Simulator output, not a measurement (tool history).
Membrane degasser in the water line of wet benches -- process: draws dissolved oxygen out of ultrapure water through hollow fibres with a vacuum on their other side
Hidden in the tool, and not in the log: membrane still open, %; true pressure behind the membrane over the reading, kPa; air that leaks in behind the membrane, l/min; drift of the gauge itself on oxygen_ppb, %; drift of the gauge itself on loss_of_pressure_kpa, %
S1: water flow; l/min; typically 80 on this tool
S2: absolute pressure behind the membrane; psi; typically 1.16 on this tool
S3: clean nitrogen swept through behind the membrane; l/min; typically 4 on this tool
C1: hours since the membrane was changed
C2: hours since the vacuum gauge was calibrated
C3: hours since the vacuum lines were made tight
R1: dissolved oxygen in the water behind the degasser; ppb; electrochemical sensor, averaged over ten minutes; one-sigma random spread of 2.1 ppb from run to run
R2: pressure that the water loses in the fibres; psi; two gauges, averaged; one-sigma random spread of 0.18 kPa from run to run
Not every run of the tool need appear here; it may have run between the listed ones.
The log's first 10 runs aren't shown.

run 11 hour=2231.4 | S1=80 S2=0.804 S3=4 | C1=5954 C2=5419 C3=1730 | R1=104 R2=4.837
run 12 hour=2448.3 | S1=80 S2=1.16 S3=4 | C1=6171 C2=5636 C3=1947 | R1=207.3 R2=4.815
-- hour=2533.6 vacuum gauge calibrated
run 13 hour=2706.8 | S1=80 S2=1.16 S3=4 | C1=6429 C2=173 C3=2205 | R1=215.5 R2=4.814
run 14 hour=2995.1 | S1=80 S2=0.773 S3=4 | C1=6717 C2=461 C3=2493 | R1=95.6 R2=4.841
run 15 hour=3146.1 | S1=80 S2=1.16 S3=4.21 | C1=6868 C2=613 C3=2644 | R1=201.2 R2=4.779
run 16 hour=3330.4 | S1=79 S2=1.291 S3=8.04 | C1=7052 C2=797 C3=2829 | R1=133 R2=4.811
run 17 hour=3463.8 | S1=79 S2=1.291 S3=8.04 | C1=7186 C2=930 C3=2962 | R1=132.1 R2=4.793
run 18 hour=3700 | S1=79 S2=1.291 S3=8.04 | C1=7422 C2=1166 C3=3198 | R1=132 R2=4.823
run 19 hour=3894.1 | S1=112 S2=1.015 S3=2.3 | C1=7616 C2=1361 C3=3392 | R1=355.7 R2=6.789
run 20 hour=4161.1 | S1=56 S2=1.275 S3=2.58 | C1=7883 C2=1628 C3=3659 | R1=260 R2=3.382
run 21 hour=4417.4 | S1=91 S2=1.656 S3=11.93 | C1=8140 C2=1884 C3=3916 | R1=151.8 R2=5.513
run 22 hour=4685.7 | S1=57 S2=1.646 S3=2.29 | C1=8408 C2=2152 C3=4184 | R1=417.5 R2=3.498
run 23 hour=4889.3 | S1=95 S2=1.256 S3=2.29 | C1=8611 C2=2356 C3=4388 | R1=437.6 R2=5.783

Run 24 has not been measured yet. What should we expect?
run 24 hour=5080.4 | S1=95 S2=0.701 S3=10.63 | C1=8802 C2=2547 C3=4579 | R1=? R2=?

R1: 40.6 ppb
R2: 5.77 psi
Take away the tool's hidden state, keep the run-to-run variation as it was, and the same run would have given R1 40.6 ppb, R2 5.67 psi.

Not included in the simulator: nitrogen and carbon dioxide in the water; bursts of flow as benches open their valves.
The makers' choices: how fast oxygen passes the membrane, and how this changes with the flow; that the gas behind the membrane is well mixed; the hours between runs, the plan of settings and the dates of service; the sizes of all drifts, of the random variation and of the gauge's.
